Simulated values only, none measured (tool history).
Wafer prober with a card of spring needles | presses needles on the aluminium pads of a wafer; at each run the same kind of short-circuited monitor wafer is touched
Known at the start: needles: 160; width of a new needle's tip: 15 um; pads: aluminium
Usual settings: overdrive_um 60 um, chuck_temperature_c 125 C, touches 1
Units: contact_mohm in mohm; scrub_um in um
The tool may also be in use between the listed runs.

Run 1, hour 0: usual settings. Result: contact_mohm 135 mohm, scrub_um 15.77 um.
At hour 4.9: tips cleaned on abrasive film.
At hour 10.2: tips cleaned on abrasive film.
Run 2, hour 12.3: usual settings but chuck_temperature_c 33 C. Result: contact_mohm 123 mohm, scrub_um 15.65 um.
At hour 15.1: tips cleaned on abrasive film.
At hour 20.8: tips cleaned on abrasive film.
At hour 25.7: tips cleaned on abrasive film.
Run 3, hour 25.7: usual settings but overdrive_um 41 um. Result: contact_mohm 139 mohm, scrub_um 10.8 um.
At hour 30.8: tips cleaned on abrasive film.
Run 4, hour 34.6: usual settings. Result: contact_mohm 136 mohm, scrub_um 15.69 um.
At hour 35.8: tips cleaned on abrasive film.
At hour 41: tips cleaned on abrasive film.
Run 5, hour 42.8: usual settings. Result: contact_mohm 135 mohm, scrub_um 15.86 um.
At hour 46: tips cleaned on abrasive film.
At hour 51: tips cleaned on abrasive film.
Run 6, hour 53.2: usual settings but overdrive_um 45 um. Result: contact_mohm 139 mohm, scrub_um 11.91 um.
At hour 56.3: tips cleaned on abrasive film.
At hour 61.3: tips cleaned on abrasive film.
At hour 66.4: tips cleaned on abrasive film.
Run 7, hour 67: usual settings but overdrive_um 45 um. Result: contact_mohm 137 mohm, scrub_um 11.9 um.
At hour 72.1: tips cleaned on abrasive film.
At hour 77.8: tips cleaned on abrasive film.
Run 8, hour 81.5: usual settings but overdrive_um 45 um. Result: contact_mohm 139 mohm, scrub_um 11.84 um.
At hour 82.9: tips cleaned on abrasive film.
At hour 88.1: tips cleaned on abrasive film.
Run 9, hour 91.6: usual settings but overdrive_um 45 um. Result: contact_mohm 137 mohm, scrub_um 11.59 um.
At hour 93.4: tips cleaned on abrasive film.
At hour 99.2: tips cleaned on abrasive film.
Run 10, hour 101.6: usual settings. Result: contact_mohm 136 mohm, scrub_um 15.7 um.
At hour 104.3: tips cleaned on abrasive film.
At hour 110: tips cleaned on abrasive film.
Run 11, hour 110: usual settings but chuck_temperature_c 67 C. Result: contact_mohm 129 mohm, scrub_um 15.53 um.
At hour 115.6: tips cleaned on abrasive film.
At hour 121.1: tips cleaned on abrasive film.
Run 12, hour 123.5: usual settings but chuck_temperature_c 67 C. Result: contact_mohm 126 mohm, scrub_um 16.15 um.
At hour 126.8: tips cleaned on abrasive film.
At hour 132.3: tips cleaned on abrasive film.
Run 13, hour 133.2: usual settings but chuck_temperature_c 67 C. Result: contact_mohm 127 mohm, scrub_um 15.9 um.
At hour 137.3: tips cleaned on abrasive film.
Run 14, hour 140.6: usual settings but chuck_temperature_c 26 C, touches 2. Result: contact_mohm 120 mohm, scrub_um 15.66 um.
At hour 142.4: tips cleaned on abrasive film.
Run 15, hour 147.1: usual settings but overdrive_um 71 um, chuck_temperature_c 71 C. Result: contact_mohm 125 mohm, scrub_um 18.62 um.
At hour 148.1: tips cleaned on abrasive film.
At hour 153.8: tips cleaned on abrasive film.
Run 16, hour 154.3: usual settings but overdrive_um 44 um, chuck_temperature_c 52 C, touches 2. Result: contact_mohm 130 mohm, scrub_um 11.53 um.
At hour 158.7: tips cleaned on abrasive film.
At hour 163.9: tips cleaned on abrasive film.
Run 17, hour 165.5: usual settings but overdrive_um 44 um, chuck_temperature_c 52 C, touches 2. Result: contact_mohm 130 mohm, scrub_um 11.32 um.
At hour 169.2: tips cleaned on abrasive film.
At hour 174.6: tips cleaned on abrasive film.
Run 18, hour 176.8: usual settings. Result: contact_mohm 136 mohm, scrub_um 15.79 um.
At hour 178.2: height of the first contact set anew.
At hour 180.7: tips cleaned on abrasive film.
At hour 185.6: tips cleaned on abrasive film.
At hour 190.8: tips cleaned on abrasive film.
Run 19, hour 191.2: usual settings. Result: contact_mohm 136 mohm, scrub_um 15.83 um.
At hour 196.1: tips cleaned on abrasive film.
Run 20, hour 197.7: usual settings but overdrive_um 74 um, touches 2. Result: contact_mohm 131 mohm, scrub_um 19.23 um.
At hour 201.9: tips cleaned on abrasive film.
At hour 207.4: tips cleaned on abrasive film.
Run 21, hour 208.9: usual settings but overdrive_um 70 um, chuck_temperature_c 59 C, touches 3. Result: contact_mohm 125 mohm, scrub_um 18.28 um.
At hour 213.1: tips cleaned on abrasive film.
At hour 218.4: tips cleaned on abrasive film.
Run 22, hour 220.3: usual settings but overdrive_um 68 um. Result: contact_mohm 134 mohm, scrub_um 17.78 um.
At hour 223.5: tips cleaned on abrasive film.
At hour 228.5: tips cleaned on abrasive film.
Run 23, hour 230.9: usual settings but overdrive_um 41 um, chuck_temperature_c 72 C, touches 3. Result: contact_mohm 130 mohm, scrub_um 10.61 um.
At hour 234.4: tips cleaned on abrasive film.
Run 24, hour 239.1: usual settings but overdrive_um 41 um, chuck_temperature_c 35 C, touches 2. Result: contact_mohm 127 mohm, scrub_um 10.96 um.

Run 25 comes next. What will it give?
At hour 239.9: tips cleaned on abrasive film.
At hour 244.9: tips cleaned on abrasive film.
At hour 250.9: tips cleaned on abrasive film.
Run 25, hour 251.3: usual settings but overdrive_um 73 um. Result: contact_mohm ?, scrub_um ?.

{"run 25": {"contact_mohm": 131, "scrub_um": 19.09}}
Without the tool's hidden state the same run would have given contact_mohm 131 mohm, scrub_um 19.09 um.

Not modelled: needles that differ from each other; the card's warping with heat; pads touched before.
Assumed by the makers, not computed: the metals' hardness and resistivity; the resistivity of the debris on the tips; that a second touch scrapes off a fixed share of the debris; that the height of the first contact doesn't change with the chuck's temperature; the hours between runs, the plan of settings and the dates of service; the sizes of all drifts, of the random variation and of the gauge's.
